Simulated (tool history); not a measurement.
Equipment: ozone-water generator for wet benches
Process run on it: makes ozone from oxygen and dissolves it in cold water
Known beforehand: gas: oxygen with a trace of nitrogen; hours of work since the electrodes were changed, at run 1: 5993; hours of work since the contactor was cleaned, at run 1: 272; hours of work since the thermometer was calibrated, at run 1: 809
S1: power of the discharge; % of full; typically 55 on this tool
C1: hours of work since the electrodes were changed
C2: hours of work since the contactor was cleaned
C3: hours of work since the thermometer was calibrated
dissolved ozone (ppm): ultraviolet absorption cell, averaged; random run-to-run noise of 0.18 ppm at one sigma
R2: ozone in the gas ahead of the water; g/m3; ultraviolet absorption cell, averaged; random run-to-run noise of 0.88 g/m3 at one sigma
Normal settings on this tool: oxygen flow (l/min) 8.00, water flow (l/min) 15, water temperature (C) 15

Run 1, hour 0.0: usual settings; C1 5993; C2 272; C3 809. Result: dissolved ozone (ppm) 21.9, R2 131.9 g/m3.
Run 2, hour 93.1: usual settings; C1 6079; C2 358; C3 896. Result: dissolved ozone (ppm) 21.8, R2 131.9 g/m3.
Run 3, hour 192.6: usual settings but S1 53 % of full; C1 6171; C2 450; C3 988. Result: dissolved ozone (ppm) 21.1, R2 128.7 g/m3.
Run 4, hour 352.4: usual settings but S1 53 % of full; C1 6319; C2 598; C3 1136. Result: dissolved ozone (ppm) 21.0, R2 129.1 g/m3.
Run 5, hour 490.4: usual settings but S1 53 % of full; C1 6446; C2 726; C3 1263. Result: dissolved ozone (ppm) 21.0, R2 127.2 g/m3.
Run 6, hour 657.7: usual settings but S1 53 % of full; C1 6601; C2 880; C3 1418. Result: dissolved ozone (ppm) 21.0, R2 127.6 g/m3.
Run 7, hour 796.1: usual settings but S1 53 % of full; C1 6729; C2 1009; C3 1546. Result: dissolved ozone (ppm) 21.0, R2 127.5 g/m3.
Run 8, hour 947.9: usual settings but S1 76 % of full; C1 6870; C2 1149; C3 1687. Result: dissolved ozone (ppm) 26.8, R2 163.1 g/m3.
Run 9, hour 1103.1: usual settings; C1 7013; C2 1293; C3 1830. Result: dissolved ozone (ppm) 21.3, R2 128.7 g/m3.
Run 10, hour 1224.9: usual settings; C1 7126; C2 1405; C3 1943. Result: dissolved ozone (ppm) 21.3, R2 131.5 g/m3.
Run 11, hour 1367.6: usual settings; C1 7258; C2 1537; C3 2075. Result: dissolved ozone (ppm) 21.2, R2 129.7 g/m3.
Run 12, hour 1449.2: usual settings but oxygen flow (l/min) 4.62; C1 7334; C2 1613; C3 2151. Result: dissolved ozone (ppm) 21.3, R2 169.6 g/m3.
Run 13, hour 1599.7: usual settings; C1 7473; C2 1752; C3 2290. Result: dissolved ozone (ppm) 21.3, R2 130.3 g/m3.
Run 14, hour 1736.3: usual settings; C1 7599; C2 1879; C3 2416. Result: dissolved ozone (ppm) 20.9, R2 129.1 g/m3.
Run 15, hour 1809.3: usual settings; C1 7667; C2 1946; C3 2484. Result: dissolved ozone (ppm) 21.2, R2 129.0 g/m3.
Run 16, hour 1962.0: usual settings; C1 7808; C2 2088; C3 2625. Result: dissolved ozone (ppm) 21.0, R2 128.6 g/m3.
Run 17, hour 2059.0: usual settings but S1 77 % of full, water flow (l/min) 18, water temperature (C) 9; C1 7898; C2 2177; C3 2715. Result: dissolved ozone (ppm) 25.3, R2 160.4 g/m3.
Run 18, hour 2139.1: usual settings but S1 52 % of full, oxygen flow (l/min) 11.50, water flow (l/min) 21, water temperature (C) 8; C1 7972; C2 2251; C3 2789. Result: dissolved ozone (ppm) 17.2, R2 103.3 g/m3.
Run 19, hour 2219.9: usual settings but water flow (l/min) 18, water temperature (C) 12; C1 8047; C2 2326; C3 2864. Result: dissolved ozone (ppm) 19.5, R2 128.2 g/m3.
Run 20, hour 2391.8: usual settings but oxygen flow (l/min) 8.69, water temperature (C) 12; C1 8206; C2 2485; C3 3023. Result: dissolved ozone (ppm) 21.6, R2 122.4 g/m3.
Run 21, hour 2557.3: usual settings but S1 43 % of full, oxygen flow (l/min) 8.69, water temperature (C) 10; C1 8359; C2 2639; C3 3176. Result: dissolved ozone (ppm) 19.0, R2 103.9 g/m3.
Run 22, hour 2712.9: usual settings but oxygen flow (l/min) 5.37, water flow (l/min) 12; C1 8503; C2 2782; C3 3320. Result: dissolved ozone (ppm) 24.8, R2 153.5 g/m3.
Run 23, hour 2879.0: usual settings but water flow (l/min) 18, water temperature (C) 7; C1 8657; C2 2936; C3 3474. Result: dissolved ozone (ppm) 20.7, R2 126.6 g/m3.
Run 24, hour 3006.7: usual settings but S1 50 % of full, oxygen flow (l/min) 4.35; C1 8775; C2 3054; C3 3592. Result: dissolved ozone (ppm) 19.3, R2 158.5 g/m3.
Run 25, hour 3144.5: usual settings but S1 68 % of full, oxygen flow (l/min) 5.03, water flow (l/min) 12, water temperature (C) 21; C1 8903; C2 3182; C3 3720. Result: dissolved ozone (ppm) 25.6, R2 182.0 g/m3.
Run 26, hour 3308.4: usual settings but oxygen flow (l/min) 6.19, water flow (l/min) 11; C1 9054; C2 3334; C3 3871. Result: dissolved ozone (ppm) 25.5, R2 142.6 g/m3.
Run 27, hour 3465.1: usual settings but oxygen flow (l/min) 6.19, water flow (l/min) 11; C1 9199; C2 3479; C3 4016. Result: dissolved ozone (ppm) 25.5, R2 142.6 g/m3.
Run 28, hour 3616.9: usual settings but S1 54 % of full, water flow (l/min) 14, water temperature (C) 14; C1 9340; C2 3619; C3 4157. Result: dissolved ozone (ppm) 21.2, R2 124.2 g/m3.
Run 29, hour 3775.7: usual settings but S1 54 % of full, water flow (l/min) 14, water temperature (C) 14; C1 9487; C2 3766; C3 4304. Result: dissolved ozone (ppm) 21.4, R2 122.8 g/m3.
Run 30, hour 3891.2: usual settings but oxygen flow (l/min) 9.61, water flow (l/min) 19, water temperature (C) 13; C1 9594; C2 3873; C3 4411. Result: dissolved ozone (ppm) 17.5, R2 114.5 g/m3.
Run 31, hour 4060.1: usual settings but oxygen flow (l/min) 9.61, water flow (l/min) 19, water temperature (C) 13; C1 9750; C2 4029; C3 4567. Result: dissolved ozone (ppm) 17.3, R2 114.7 g/m3.
Run 32, hour 4225.6: usual settings but S1 59 % of full, oxygen flow (l/min) 5.62, water flow (l/min) 19, water temperature (C) 13; C1 9903; C2 4182; C3 4720. Result: dissolved ozone (ppm) 17.8, R2 154.9 g/m3.

Alternative continuations, all from the tool just after run 32; predict every row:
Run A, hour 4337.2: usual settings but S1 59 % of full, oxygen flow (l/min) 9.34, water flow (l/min) 10, water temperature (C) 19; C1 10006; C2 4286; C3 4823. Result: dissolved ozone (ppm) ?, R2 ?.
Run B, hour 4337.2: usual settings but S1 59 % of full, oxygen flow (l/min) 5.62, water flow (l/min) 18, water temperature (C) 13; C1 10006; C2 4286; C3 4823. Result: dissolved ozone (ppm) ?, R2 ?.
Run C, hour 4337.2: usual settings but oxygen flow (l/min) 11.26; C1 10006; C2 4286; C3 4823. Result: dissolved ozone (ppm) ?, R2 ?.
Run D, hour 4337.2: usual settings but S1 57 % of full, oxygen flow (l/min) 12.34, water flow (l/min) 19, water temperature (C) 7; C1 10006; C2 4286; C3 4823. Result: dissolved ozone (ppm) ?, R2 ?.
Run E, hour 4337.2: usual settings but S1 59 % of full, oxygen flow (l/min) 10.91, water flow (l/min) 19, water temperature (C) 13; C1 10006; C2 4286; C3 4823. Result: dissolved ozone (ppm) ?, R2 ?.

run  dissolved ozone (ppm)     R2
  A                   23.5  120.0
  B                   18.8  151.8
  C                   18.7  104.3
  D                   19.0  101.6
  E                   17.6  112.1
What these runs would have given with no unlogged condition in the tool:
run  dissolved ozone (ppm)     R2
  A                   28.5  141.7
  B                   23.0  179.4
  C                   22.7  121.9
  D                   23.2  119.6
  E                   21.5  132.4

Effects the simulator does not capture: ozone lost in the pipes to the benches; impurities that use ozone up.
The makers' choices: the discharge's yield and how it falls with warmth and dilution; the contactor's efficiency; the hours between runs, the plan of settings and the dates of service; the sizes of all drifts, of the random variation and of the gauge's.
